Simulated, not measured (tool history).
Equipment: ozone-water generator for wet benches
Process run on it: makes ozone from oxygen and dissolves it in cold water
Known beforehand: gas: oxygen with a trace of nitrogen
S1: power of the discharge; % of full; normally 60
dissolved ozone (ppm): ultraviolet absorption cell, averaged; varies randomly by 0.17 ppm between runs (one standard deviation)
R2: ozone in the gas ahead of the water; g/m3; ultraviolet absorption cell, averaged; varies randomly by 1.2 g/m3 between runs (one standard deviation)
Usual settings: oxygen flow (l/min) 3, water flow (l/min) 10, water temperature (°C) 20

run 1 day=0 | S1=60 oxygen_flow_(l/min)=3 water_flow_(l/min)=10 water_temperature_(°C)=20 | dissolved_ozone_(ppm)=22.9 R2=211.3
run 2 day=1.638 | S1=60 oxygen_flow_(l/min)=3 water_flow_(l/min)=10 water_temperature_(°C)=20 | dissolved_ozone_(ppm)=22.6 R2=211.1
run 3 day=2.479 | S1=55 oxygen_flow_(l/min)=3 water_flow_(l/min)=10 water_temperature_(°C)=20 | dissolved_ozone_(ppm)=21.2 R2=198.8
run 4 day=4.208 | S1=60 oxygen_flow_(l/min)=3 water_flow_(l/min)=10 water_temperature_(°C)=20 | dissolved_ozone_(ppm)=22.4 R2=208.5
run 5 day=6.112 | S1=60 oxygen_flow_(l/min)=3 water_flow_(l/min)=6 water_temperature_(°C)=20 | dissolved_ozone_(ppm)=32.1 R2=212.1
run 6 day=7.504 | S1=60 oxygen_flow_(l/min)=4.97 water_flow_(l/min)=10 water_temperature_(°C)=20 | dissolved_ozone_(ppm)=23.1 R2=174.3
run 7 day=8.658 | S1=60 oxygen_flow_(l/min)=1.78 water_flow_(l/min)=10 water_temperature_(°C)=20 | dissolved_ozone_(ppm)=20.7 R2=255.3
run 8 day=9.504 | S1=57 oxygen_flow_(l/min)=3 water_flow_(l/min)=10 water_temperature_(°C)=20 | dissolved_ozone_(ppm)=21.8 R2=204.3
run 9 day=10.508 | S1=60 oxygen_flow_(l/min)=3 water_flow_(l/min)=10 water_temperature_(°C)=20 | dissolved_ozone_(ppm)=22.5 R2=209
run 10 day=11.946 | S1=60 oxygen_flow_(l/min)=3 water_flow_(l/min)=10 water_temperature_(°C)=20 | dissolved_ozone_(ppm)=22.4 R2=209.6
run 11 day=13.229 | S1=60 oxygen_flow_(l/min)=3 water_flow_(l/min)=10 water_temperature_(°C)=20 | dissolved_ozone_(ppm)=22.4 R2=211.8
run 12 day=14.058 | S1=60 oxygen_flow_(l/min)=1.55 water_flow_(l/min)=10 water_temperature_(°C)=20 | dissolved_ozone_(ppm)=19.7 R2=274.7
run 13 day=15.488 | S1=60 oxygen_flow_(l/min)=3 water_flow_(l/min)=13 water_temperature_(°C)=20 | dissolved_ozone_(ppm)=18 R2=211.1
run 14 day=17.208 | S1=60 oxygen_flow_(l/min)=3 water_flow_(l/min)=13 water_temperature_(°C)=20 | dissolved_ozone_(ppm)=18.2 R2=211
run 15 day=18.017 | S1=60 oxygen_flow_(l/min)=3 water_flow_(l/min)=10 water_temperature_(°C)=20 | dissolved_ozone_(ppm)=22.6 R2=210.8
run 16 day=19.525 | S1=60 oxygen_flow_(l/min)=3 water_flow_(l/min)=10 water_temperature_(°C)=20 | dissolved_ozone_(ppm)=22.4 R2=209.2
run 17 day=20.338 | S1=60 oxygen_flow_(l/min)=3 water_flow_(l/min)=10 water_temperature_(°C)=20 | dissolved_ozone_(ppm)=22.7 R2=212.2
run 18 day=22.179 | S1=46 oxygen_flow_(l/min)=4.09 water_flow_(l/min)=10 water_temperature_(°C)=20 | dissolved_ozone_(ppm)=18.7 R2=153.8
run 19 day=23.988 | S1=46 oxygen_flow_(l/min)=4.09 water_flow_(l/min)=10 water_temperature_(°C)=20 | dissolved_ozone_(ppm)=18.6 R2=151.4
run 20 day=24.975 | S1=94 oxygen_flow_(l/min)=4.09 water_flow_(l/min)=10 water_temperature_(°C)=25 | dissolved_ozone_(ppm)=29.9 R2=266.3
run 21 day=26.433 | S1=94 oxygen_flow_(l/min)=4.09 water_flow_(l/min)=10 water_temperature_(°C)=25 | dissolved_ozone_(ppm)=29.7 R2=266.7
run 22 day=27.254 | S1=46 oxygen_flow_(l/min)=3 water_flow_(l/min)=10 water_temperature_(°C)=16 | dissolved_ozone_(ppm)=19.8 R2=171.9
run 23 day=28.283 | S1=46 oxygen_flow_(l/min)=4.64 water_flow_(l/min)=15 water_temperature_(°C)=16 | dissolved_ozone_(ppm)=15.1 R2=145.2
run 24 day=29.121 | S1=46 oxygen_flow_(l/min)=3.33 water_flow_(l/min)=15 water_temperature_(°C)=16 | dissolved_ozone_(ppm)=14.2 R2=165.7
run 25 day=30.633 | S1=76 oxygen_flow_(l/min)=3 water_flow_(l/min)=10 water_temperature_(°C)=18 | dissolved_ozone_(ppm)=28.1 R2=252.5
run 26 day=31.704 | S1=51 oxygen_flow_(l/min)=3.03 water_flow_(l/min)=11 water_temperature_(°C)=19 | dissolved_ozone_(ppm)=18.8 R2=183.3
run 27 day=33.654 | S1=60 oxygen_flow_(l/min)=3 water_flow_(l/min)=9 water_temperature_(°C)=20 | dissolved_ozone_(ppm)=24.6 R2=212.4
run 28 day=35.167 | S1=60 oxygen_flow_(l/min)=3 water_flow_(l/min)=9 water_temperature_(°C)=17 | dissolved_ozone_(ppm)=25.4 R2=210.8
run 29 day=36.121 | S1=94 oxygen_flow_(l/min)=3 water_flow_(l/min)=16 water_temperature_(°C)=17 | dissolved_ozone_(ppm)=22.2 R2=301.6

4 options for the next run, each taken on its own from the tool as it stands now. Forecast them:
run A day=37.45 | S1=60 oxygen_flow_(l/min)=4.27 water_flow_(l/min)=10 water_temperature_(°C)=12 | dissolved_ozone_(ppm)=? R2=?
run B day=37.45 | S1=72 oxygen_flow_(l/min)=1.52 water_flow_(l/min)=10 water_temperature_(°C)=24 | dissolved_ozone_(ppm)=? R2=?
run C day=37.45 | S1=94 oxygen_flow_(l/min)=3 water_flow_(l/min)=8 water_temperature_(°C)=17 | dissolved_ozone_(ppm)=? R2=?
run D day=37.45 | S1=57 oxygen_flow_(l/min)=2.58 water_flow_(l/min)=16 water_temperature_(°C)=20 | dissolved_ozone_(ppm)=? R2=?

run=A dissolved_ozone_(ppm)=26.9 R2=182.6
run=B dissolved_ozone_(ppm)=21.8 R2=317.1
run=C dissolved_ozone_(ppm)=40.2 R2=298.3
run=D dissolved_ozone_(ppm)=13.9 R2=213.1
Stripped of hidden state, with their random variation kept, the same runs would have yielded:
run=A dissolved_ozone_(ppm)=26.9 R2=182.6
run=B dissolved_ozone_(ppm)=21.9 R2=317.1
run=C dissolved_ozone_(ppm)=40.2 R2=298.4
run=D dissolved_ozone_(ppm)=13.9 R2=213.2
